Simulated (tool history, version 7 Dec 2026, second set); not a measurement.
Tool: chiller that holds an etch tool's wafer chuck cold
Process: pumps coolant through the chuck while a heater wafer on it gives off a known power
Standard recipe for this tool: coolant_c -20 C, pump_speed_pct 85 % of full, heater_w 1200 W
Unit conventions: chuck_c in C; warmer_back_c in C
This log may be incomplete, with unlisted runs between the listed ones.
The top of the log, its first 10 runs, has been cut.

| run | hour | coolant_c | pump_speed_pct | heater_w | chuck_c | warmer_back_c |
|---|---|---|---|---|---|---|
| 11 | 984.7 | -20 | 85 | 1200 | -4.1 | 4.08 |
| 12 | 1092.8 | -20 | 85 | 1780 | 3.7 | 6.1 |
| 13 | 1220.2 | -20 | 85 | 1780 | 4 | 6.16 |
| 14 | 1291.5 | -20 | 85 | 1200 | -3.7 | 4.11 |
| 15 | 1359.3 | -20 | 85 | 1200 | -3.6 | 4.11 |
| 16 | 1485.6 | -20 | 85 | 933 | -7 | 3.22 |
| 17 | 1582.3 | -12 | 85 | 1200 | 4.6 | 4.19 |
| 18 | 1707.4 | -12 | 85 | 1014 | 2.2 | 3.59 |
| 19 | 1808.6 | -24 | 80 | 1200 | -6.3 | 4.49 |
| 20 | 1910.8 | -24 | 80 | 1200 | -6.2 | 4.46 |
| 21 | 1968.9 | -23 | 80 | 1200 | -5.1 | 4.53 |
| 22 | 2050.7 | -21 | 65 | 1233 | -0.3 | 5.86 |
| 23 | 2124 | -14 | 65 | 1200 | 6.6 | 5.67 |
| 24 | 2251 | -20 | 85 | 848 | -7.4 | 2.98 |
| 25 | 2325.7 | -20 | 85 | 848 | -7.1 | 2.99 |
| 26 | 2430.6 | -20 | 85 | 848 | -7.1 | 2.98 |
| 27 | 2560.8 | -13 | 68 | 1739 | 16.7 | 7.85 |
| 28 | 2690.5 | -13 | 68 | 1739 | 17 | 7.95 |
| 29 | 2777.6 | -20 | 85 | 733 | -8.5 | 2.66 |
|  | 2820.3 | chiller's thermometer calibrated |
| 30 | 2836.3 | -20 | 85 | 733 | -8.9 | 2.64 |

Here are 4 independent what-if runs from the current tool condition. What would each one return?
| A | 2963 | -20 | 85 | 709 | ? | ? |
| B | 2963 | -22 | 85 | 1200 | ? | ? |
| C | 2963 | -20 | 63 | 1200 | ? | ? |
| D | 2963 | -22 | 92 | 733 | ? | ? |

| run | chuck_c | warmer_back_c |
|---|---|---|
| A | -9.2 | 2.59 |
| B | -3.8 | 4.27 |
| C | 1.6 | 5.92 |
| D | -11.4 | 2.38 |
What these runs would have given with no unlogged condition in the tool:
| run | chuck_c | warmer_back_c |
|---|---|---|
| A | -11.4 | 2.38 |
| B | -7.4 | 3.92 |
| C | -2.5 | 5.43 |
| D | -13.5 | 2.18 |
